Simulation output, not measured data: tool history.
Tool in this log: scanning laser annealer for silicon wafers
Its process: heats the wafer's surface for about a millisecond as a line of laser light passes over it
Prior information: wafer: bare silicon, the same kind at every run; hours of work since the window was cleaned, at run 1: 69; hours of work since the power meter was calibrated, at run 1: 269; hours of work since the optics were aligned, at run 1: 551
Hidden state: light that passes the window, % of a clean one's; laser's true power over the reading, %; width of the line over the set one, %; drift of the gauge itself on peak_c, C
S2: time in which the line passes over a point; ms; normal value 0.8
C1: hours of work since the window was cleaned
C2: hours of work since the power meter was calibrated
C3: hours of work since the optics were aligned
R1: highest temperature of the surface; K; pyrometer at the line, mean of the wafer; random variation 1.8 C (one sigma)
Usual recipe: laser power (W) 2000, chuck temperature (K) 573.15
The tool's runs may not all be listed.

{"run": 1, "day": 0.0, "laser power (W)": 2000, "S2": 0.8, "chuck temperature (K)": 573.15, "C1": 69, "C2": 269, "C3": 551, "R1": 1288.15}
{"run": 2, "day": 0.712, "laser power (W)": 2000, "S2": 0.8, "chuck temperature (K)": 573.15, "C1": 80, "C2": 280, "C3": 563, "R1": 1292.15}
{"run": 3, "day": 1.479, "laser power (W)": 2050, "S2": 0.8, "chuck temperature (K)": 573.15, "C1": 93, "C2": 293, "C3": 576, "R1": 1310.15}
{"run": 4, "day": 2.146, "laser power (W)": 2000, "S2": 0.878, "chuck temperature (K)": 573.15, "C1": 104, "C2": 304, "C3": 587, "R1": 1325.15}
{"run": 5, "day": 2.896, "laser power (W)": 2000, "S2": 0.878, "chuck temperature (K)": 573.15, "C1": 117, "C2": 317, "C3": 600, "R1": 1327.15}
{"run": 6, "day": 3.333, "laser power (W)": 2000, "S2": 0.878, "chuck temperature (K)": 573.15, "C1": 124, "C2": 324, "C3": 607, "R1": 1326.15}
{"run": 7, "day": 4.275, "laser power (W)": 2000, "S2": 0.8, "chuck temperature (K)": 555.15, "C1": 140, "C2": 340, "C3": 623, "R1": 1269.15}
{"run": 8, "day": 4.9, "laser power (W)": 2000, "S2": 0.8, "chuck temperature (K)": 555.15, "C1": 150, "C2": 350, "C3": 633, "R1": 1270.15}
{"run": 9, "day": 5.508, "laser power (W)": 2000, "S2": 0.8, "chuck temperature (K)": 555.15, "C1": 160, "C2": 360, "C3": 643, "R1": 1272.15}
{"run": 10, "day": 6.238, "laser power (W)": 2000, "S2": 0.8, "chuck temperature (K)": 573.15, "C1": 172, "C2": 372, "C3": 655, "R1": 1289.15}
{"run": 11, "day": 7.067, "laser power (W)": 2000, "S2": 0.8, "chuck temperature (K)": 573.15, "C1": 186, "C2": 386, "C3": 669, "R1": 1290.15}
{"run": 12, "day": 7.725, "laser power (W)": 2000, "S2": 0.8, "chuck temperature (K)": 573.15, "C1": 197, "C2": 397, "C3": 680, "R1": 1289.15}
{"run": 13, "day": 8.362, "laser power (W)": 2000, "S2": 0.566, "chuck temperature (K)": 573.15, "C1": 208, "C2": 408, "C3": 691, "R1": 1174.15}
{"run": 14, "day": 9.108, "laser power (W)": 1948, "S2": 0.566, "chuck temperature (K)": 573.15, "C1": 220, "C2": 420, "C3": 703, "R1": 1157.15}
{"run": 15, "day": 9.867, "laser power (W)": 1948, "S2": 0.566, "chuck temperature (K)": 546.15, "C1": 233, "C2": 433, "C3": 716, "R1": 1129.15}
{"run": 16, "day": 10.771, "laser power (W)": 1948, "S2": 0.566, "chuck temperature (K)": 546.15, "C1": 248, "C2": 448, "C3": 731, "R1": 1127.15}
{"run": 17, "day": 11.725, "laser power (W)": 2010, "S2": 0.8, "chuck temperature (K)": 573.15, "C1": 264, "C2": 464, "C3": 747, "R1": 1290.15}
{"run": 18, "day": 12.5, "laser power (W)": 2010, "S2": 0.926, "chuck temperature (K)": 592.15, "C1": 277, "C2": 477, "C3": 759, "R1": 1362.15}
{"day": 12.775, "done": "optics aligned, line set to its width"}
{"run": 19, "day": 13.479, "laser power (W)": 2010, "S2": 0.926, "chuck temperature (K)": 592.15, "C1": 290, "C2": 489, "C3": 12, "R1": 1360.15}
{"run": 20, "day": 14.4, "laser power (W)": 1863, "S2": 0.926, "chuck temperature (K)": 590.15, "C1": 305, "C2": 505, "C3": 27, "R1": 1301.15}
{"run": 21, "day": 15.108, "laser power (W)": 1863, "S2": 0.926, "chuck temperature (K)": 590.15, "C1": 317, "C2": 517, "C3": 39, "R1": 1302.15}
{"run": 22, "day": 15.604, "laser power (W)": 1863, "S2": 0.926, "chuck temperature (K)": 590.15, "C1": 325, "C2": 525, "C3": 47, "R1": 1302.15}
{"run": 23, "day": 16.592, "laser power (W)": 1863, "S2": 0.926, "chuck temperature (K)": 590.15, "C1": 341, "C2": 541, "C3": 63, "R1": 1300.15}
{"day": 17.25, "done": "optics aligned, line set to its width, once more"}
{"run": 24, "day": 17.342, "laser power (W)": 1995, "S2": 0.926, "chuck temperature (K)": 590.15, "C1": 350, "C2": 550, "C3": 2, "R1": 1365.15}
{"run": 25, "day": 18.154, "laser power (W)": 1995, "S2": 0.926, "chuck temperature (K)": 590.15, "C1": 364, "C2": 564, "C3": 15, "R1": 1364.15}
{"run": 26, "day": 19.038, "laser power (W)": 1766, "S2": 0.8, "chuck temperature (K)": 549.15, "C1": 379, "C2": 578, "C3": 30, "R1": 1183.15}
{"run": 27, "day": 19.512, "laser power (W)": 1763, "S2": 0.85, "chuck temperature (K)": 573.15, "C1": 386, "C2": 586, "C3": 38, "R1": 1225.15}
{"run": 28, "day": 20.15, "laser power (W)": 1876, "S2": 0.85, "chuck temperature (K)": 572.15, "C1": 397, "C2": 597, "C3": 48, "R1": 1267.15}
{"run": 29, "day": 20.812, "laser power (W)": 1922, "S2": 0.85, "chuck temperature (K)": 539.15, "C1": 408, "C2": 608, "C3": 59, "R1": 1250.15}
{"run": 30, "day": 21.296, "laser power (W)": 2167, "S2": 0.85, "chuck temperature (K)": 539.15, "C1": 416, "C2": 616, "C3": 67, "R1": 1344.15}
{"run": 31, "day": 21.779, "laser power (W)": 2122, "S2": 0.8, "chuck temperature (K)": 547.15, "C1": 424, "C2": 624, "C3": 75, "R1": 1309.15}
{"run": 32, "day": 22.346, "laser power (W)": 2122, "S2": 0.926, "chuck temperature (K)": 555.15, "C1": 434, "C2": 634, "C3": 85, "R1": 1375.15}

What if the next run were any one of these 3? Each begins from the tool's condition after run 32:
{"run": "A", "day": 23.175, "laser power (W)": 2122, "S2": 0.8, "chuck temperature (K)": 573.15, "C1": 447, "C2": 647, "C3": 99, "R1": "?"}
{"run": "B", "day": 23.175, "laser power (W)": 2120, "S2": 0.926, "chuck temperature (K)": 555.15, "C1": 447, "C2": 647, "C3": 99, "R1": "?"}
{"run": "C", "day": 23.175, "laser power (W)": 1991, "S2": 0.963, "chuck temperature (K)": 573.15, "C1": 447, "C2": 647, "C3": 99, "R1": "?"}

run=A R1=1332.15
run=B R1=1373.15
run=C R1=1360.15
Stripped of hidden state, with their random variation kept, the same runs would have yielded:
run=A R1=1344.15
run=B R1=1386.15
run=C R1=1373.15
